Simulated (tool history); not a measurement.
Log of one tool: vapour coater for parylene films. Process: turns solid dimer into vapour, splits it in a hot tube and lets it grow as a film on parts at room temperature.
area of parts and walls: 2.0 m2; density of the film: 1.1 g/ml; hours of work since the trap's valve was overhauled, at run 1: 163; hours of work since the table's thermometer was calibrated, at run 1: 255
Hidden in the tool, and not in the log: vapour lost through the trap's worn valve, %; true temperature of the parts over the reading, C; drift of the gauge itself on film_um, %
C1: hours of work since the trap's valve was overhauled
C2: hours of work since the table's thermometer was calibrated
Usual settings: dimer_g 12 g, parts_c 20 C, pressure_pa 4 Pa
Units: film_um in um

Run 1, hour 0: usual settings; C1 163; C2 255. Result: film_um 4.12 um.
Run 2, hour 29.8: usual settings; C1 179; C2 271. Result: film_um 4.12 um.
Run 3, hour 47.3: usual settings; C1 189; C2 281. Result: film_um 4.11 um.
Run 4, hour 74: usual settings but dimer_g 6 g; C1 204; C2 296. Result: film_um 2.06 um.
Run 5, hour 106.7: usual settings but dimer_g 14 g; C1 221; C2 313. Result: film_um 4.78 um.
Run 6, hour 135.6: usual settings; C1 237; C2 329. Result: film_um 4.1 um.
Run 7, hour 150.7: usual settings but pressure_pa 2.22 Pa; C1 246; C2 338. Result: film_um 4.53 um.
Run 8, hour 172.8: usual settings but parts_c 24 C; C1 258; C2 350. Result: film_um 3.45 um.
Run 9, hour 194.8: usual settings but parts_c 24 C; C1 270; C2 362. Result: film_um 3.42 um.
Run 10, hour 215.1: usual settings but parts_c 24 C, pressure_pa 2.51 Pa; C1 281; C2 373. Result: film_um 3.71 um.
Run 11, hour 241.4: usual settings but parts_c 24 C, pressure_pa 2.51 Pa; C1 295; C2 387. Result: film_um 3.7 um.
Run 12, hour 259.4: usual settings but parts_c 24 C, pressure_pa 2.51 Pa; C1 305; C2 397. Result: film_um 3.73 um.
Run 13, hour 290.5: usual settings but parts_c 24 C, pressure_pa 2.51 Pa; C1 322; C2 414. Result: film_um 3.69 um.
Run 14, hour 311.9: usual settings but parts_c 24 C, pressure_pa 2.51 Pa; C1 334; C2 426. Result: film_um 3.71 um.
Run 15, hour 342.7: usual settings but dimer_g 5 g; C1 351; C2 443. Result: film_um 1.69 um.
Run 16, hour 372.3: usual settings but pressure_pa 2.13 Pa; C1 367; C2 459. Result: film_um 4.51 um.
Run 17, hour 396.2: usual settings but pressure_pa 5.43 Pa; C1 380; C2 472. Result: film_um 3.84 um.
Run 18, hour 412.4: usual settings but pressure_pa 10.35 Pa; C1 389; C2 481. Result: film_um 3.44 um.
Run 19, hour 433.9: usual settings but dimer_g 13 g, parts_c 25 C, pressure_pa 10.35 Pa; C1 400; C2 492. Result: film_um 3.01 um.
Run 20, hour 468.6: usual settings but dimer_g 7 g, pressure_pa 10.99 Pa; C1 419; C2 511. Result: film_um 1.97 um.
Run 21, hour 496: usual settings but dimer_g 7 g, pressure_pa 10.99 Pa; C1 434; C2 526. Result: film_um 1.99 um.
Run 22, hour 522.9: usual settings but dimer_g 7 g, pressure_pa 10.99 Pa; C1 449; C2 541. Result: film_um 1.99 um.
Run 23, hour 546: usual settings but dimer_g 7 g, pressure_pa 10.99 Pa; C1 462; C2 554. Result: film_um 1.99 um.
At hour 554.7: trap's valve overhauled.
Run 24, hour 579.5: usual settings but dimer_g 5 g, parts_c 17 C, pressure_pa 11.78 Pa; C1 14; C2 570. Result: film_um 1.59 um.
Run 25, hour 608: usual settings but dimer_g 5 g, parts_c 23 C, pressure_pa 2.81 Pa; C1 29; C2 586. Result: film_um 1.58 um.
Run 26, hour 628.6: usual settings but parts_c 16 C; C1 40; C2 597. Result: film_um 4.83 um.
Run 27, hour 647.3: usual settings but parts_c 16 C; C1 51; C2 607. Result: film_um 4.82 um.
Run 28, hour 674.2: usual settings but dimer_g 14 g, parts_c 31 C; C1 65; C2 622. Result: film_um 2.9 um.
Run 29, hour 707.5: usual settings but dimer_g 14 g, parts_c 29 C, pressure_pa 2.57 Pa; C1 84; C2 640. Result: film_um 3.41 um.
Run 30, hour 733.8: usual settings but dimer_g 11 g, parts_c 24 C, pressure_pa 11.76 Pa; C1 98; C2 654. Result: film_um 2.57 um.
Run 31, hour 757.3: usual settings but parts_c 17 C, pressure_pa 3.74 Pa; C1 111; C2 667. Result: film_um 4.66 um.
At hour 769.6: gauge calibrated.
Run 32, hour 775.3: usual settings but dimer_g 8 g, parts_c 29 C, pressure_pa 4.09 Pa; C1 121; C2 677. Result: film_um 1.85 um.
Run 33, hour 792.5: usual settings but parts_c 16 C; C1 130; C2 686. Result: film_um 4.91 um.

4 ways to go on from here, each from the tool as it stands after run 33. What would each give?
Run A, hour 816.4: usual settings but parts_c 19 C; C1 143; C2 699. Result: film_um ?.
Run B, hour 816.4: usual settings but dimer_g 10 g, parts_c 16 C; C1 143; C2 699. Result: film_um ?.
Run C, hour 816.4: usual settings but parts_c 27 C; C1 143; C2 699. Result: film_um ?.
Run D, hour 816.4: usual settings but parts_c 29 C, pressure_pa 3.02 Pa; C1 143; C2 699. Result: film_um ?.

run  film_um
  A     4.31
  B     4.07
  C     3.03
  D      2.9
Without the tool's hidden state the same runs would have given:
run  film_um
  A     4.31
  B     4.08
  C     3.04
  D     2.91

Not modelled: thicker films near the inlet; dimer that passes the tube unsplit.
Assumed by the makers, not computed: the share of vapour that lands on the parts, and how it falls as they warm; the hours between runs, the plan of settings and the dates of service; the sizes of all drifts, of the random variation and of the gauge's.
